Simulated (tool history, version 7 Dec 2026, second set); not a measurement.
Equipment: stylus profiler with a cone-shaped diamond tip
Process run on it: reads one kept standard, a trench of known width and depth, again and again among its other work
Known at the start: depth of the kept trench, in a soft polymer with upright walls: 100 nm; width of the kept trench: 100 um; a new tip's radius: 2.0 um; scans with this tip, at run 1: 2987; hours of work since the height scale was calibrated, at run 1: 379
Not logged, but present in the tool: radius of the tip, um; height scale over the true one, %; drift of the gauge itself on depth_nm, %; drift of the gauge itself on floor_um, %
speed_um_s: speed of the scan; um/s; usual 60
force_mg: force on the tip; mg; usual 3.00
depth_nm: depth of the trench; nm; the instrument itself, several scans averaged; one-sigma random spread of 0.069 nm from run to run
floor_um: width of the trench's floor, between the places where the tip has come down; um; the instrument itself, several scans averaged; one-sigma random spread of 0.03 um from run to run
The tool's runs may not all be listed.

| run | hour | speed_um_s | force_mg | scans with this tip | hours of work since the height scale was calibrated | depth_nm | floor_um |
|---|---|---|---|---|---|---|---|
| 1 | 0.0 | 60 | 3.00 | 2987 | 379 | 101.33 | 98.33 |
| 2 | 29.7 | 60 | 3.00 | 3101 | 394 | 101.44 | 98.30 |
| 3 | 65.6 | 60 | 4.76 | 3239 | 411 | 101.83 | 98.42 |
| 4 | 100.5 | 60 | 4.76 | 3372 | 428 | 101.88 | 98.39 |
| 5 | 133.9 | 60 | 4.76 | 3501 | 445 | 101.87 | 98.38 |
| 6 | 151.9 | 203 | 3.00 | 3570 | 453 | 101.46 | 97.54 |
| 7 | 191.7 | 203 | 3.00 | 3722 | 473 | 101.41 | 97.54 |
| 8 | 227.6 | 203 | 3.00 | 3860 | 490 | 101.50 | 97.48 |
| 9 | 245.7 | 203 | 3.00 | 3929 | 499 | 101.46 | 97.48 |
| 10 | 269.5 | 203 | 3.00 | 4021 | 511 | 101.55 | 97.56 |
| 11 | 296.3 | 19 | 3.00 | 4124 | 524 | 101.49 | 98.62 |
| 12 | 314.4 | 19 | 3.00 | 4193 | 533 | 101.49 | 98.56 |
| 13 | 346.3 | 60 | 3.00 | 4316 | 548 | 101.56 | 98.33 |
| 14 | 376.1 | 60 | 3.39 | 4430 | 563 | 101.61 | 98.34 |
| 15 | 398.5 | 60 | 3.39 | 4516 | 574 | 101.72 | 98.36 |
| 16 | 419.6 | 60 | 3.97 | 4597 | 584 | 101.87 | 98.37 |
| 17 | 460.1 | 60 | 4.12 | 4752 | 604 | 101.68 | 98.41 |
| 18 | 502.5 | 60 | 4.12 | 4915 | 624 | 101.90 | 98.33 |
| 19 | 544.4 | 60 | 4.12 | 5076 | 645 | 101.93 | 98.35 |
| 20 | 568.6 | 60 | 3.00 | 5169 | 657 | 101.58 | 98.30 |
| 21 | 610.4 | 60 | 3.00 | 5329 | 677 | 101.58 | 98.31 |
| 22 | 645.8 | 60 | 3.00 | 5464 | 694 | 101.52 | 98.36 |
|  | 649.8 | height scale calibrated on a step standard |
| 23 | 666.3 | 60 | 3.00 | 5542 | 8 | 101.82 | 98.27 |
| 24 | 708.3 | 45 | 6.99 | 5703 | 29 | 102.65 | 98.47 |
| 25 | 736.5 | 212 | 5.07 | 5811 | 42 | 102.16 | 97.72 |
| 26 | 760.2 | 212 | 5.07 | 5902 | 54 | 102.22 | 97.73 |
| 27 | 784.8 | 212 | 5.07 | 5996 | 66 | 102.17 | 97.70 |
| 28 | 802.9 | 60 | 4.01 | 6066 | 75 | 101.91 | 98.37 |
| 29 | 827.8 | 60 | 4.01 | 6161 | 87 | 101.92 | 98.33 |
| 30 | 854.5 | 42 | 2.84 | 6263 | 100 | 101.67 | 98.40 |
| 31 | 881.5 | 68 | 2.84 | 6367 | 113 | 101.67 | 98.23 |
|  | 898.8 | height scale calibrated on a step standard, once more |
| 32 | 914.6 | 68 | 2.84 | 6492 | 8 | 101.24 | 98.23 |
| 33 | 953.3 | 166 | 4.78 | 6641 | 27 | 101.68 | 97.81 |
| 34 | 974.0 | 20 | 4.23 | 6720 | 37 | 101.51 | 98.50 |
| 35 | 1007.0 | 17 | 2.60 | 6847 | 53 | 101.11 | 98.49 |
| 36 | 1045.9 | 56 | 6.80 | 6996 | 72 | 102.10 | 98.40 |
| 37 | 1072.5 | 21 | 8.23 | 7098 | 85 | 102.46 | 98.50 |
| 38 | 1107.2 | 21 | 8.23 | 7231 | 102 | 102.36 | 98.52 |
| 39 | 1144.0 | 39 | 8.23 | 7372 | 119 | 102.48 | 98.49 |
| 40 | 1164.3 | 66 | 3.27 | 7450 | 129 | 101.33 | 98.22 |
| 41 | 1204.6 | 60 | 5.13 | 7605 | 149 | 101.73 | 98.33 |
| 42 | 1224.7 | 33 | 3.27 | 7682 | 159 | 101.33 | 98.42 |
| 43 | 1266.4 | 41 | 3.00 | 7842 | 179 | 101.16 | 98.38 |
| 44 | 1284.6 | 25 | 2.64 | 7911 | 188 | 101.24 | 98.47 |
| 45 | 1304.8 | 25 | 2.64 | 7989 | 198 | 101.34 | 98.46 |

For each run, the measured value with the value that run would have given without the tool's hidden condition subtracted. The run-to-run variation is shared by both, the gauge scatter possibly not:
| run | depth_nm | floor_um |
|---|---|---|
| 1 | +0.21 | -0.06 |
| 2 | +0.21 | -0.05 |
| 3 | +0.22 | -0.06 |
| 4 | +0.23 | -0.06 |
| 5 | +0.24 | -0.07 |
| 6 | +0.24 | -0.07 |
| 7 | +0.25 | -0.07 |
| 8 | +0.26 | -0.07 |
| 9 | +0.27 | -0.07 |
| 10 | +0.27 | -0.07 |
| 11 | +0.27 | -0.08 |
| 12 | +0.28 | -0.07 |
| 13 | +0.29 | -0.08 |
| 14 | +0.29 | -0.09 |
| 15 | +0.30 | -0.08 |
| 16 | +0.30 | -0.09 |
| 17 | +0.31 | -0.09 |
| 18 | +0.32 | -0.09 |
| 19 | +0.33 | -0.09 |
| 20 | +0.34 | -0.10 |
| 21 | +0.35 | -0.10 |
| 22 | +0.35 | -0.10 |
| 23 | +0.48 | -0.11 |
| 24 | +0.49 | -0.11 |
| 25 | +0.49 | -0.11 |
| 26 | +0.51 | -0.10 |
| 27 | +0.51 | -0.11 |
| 28 | +0.52 | -0.11 |
| 29 | +0.52 | -0.12 |
| 30 | +0.53 | -0.12 |
| 31 | +0.53 | -0.11 |
| 32 | +0.03 | -0.12 |
| 33 | +0.04 | -0.12 |
| 34 | +0.04 | -0.12 |
| 35 | +0.05 | -0.13 |
| 36 | +0.06 | -0.13 |
| 37 | +0.07 | -0.13 |
| 38 | +0.08 | -0.13 |
| 39 | +0.08 | -0.13 |
| 40 | +0.09 | -0.13 |
| 41 | +0.10 | -0.14 |
| 42 | +0.10 | -0.14 |
| 43 | +0.12 | -0.15 |
| 44 | +0.11 | -0.14 |
| 45 | +0.13 | -0.15 |

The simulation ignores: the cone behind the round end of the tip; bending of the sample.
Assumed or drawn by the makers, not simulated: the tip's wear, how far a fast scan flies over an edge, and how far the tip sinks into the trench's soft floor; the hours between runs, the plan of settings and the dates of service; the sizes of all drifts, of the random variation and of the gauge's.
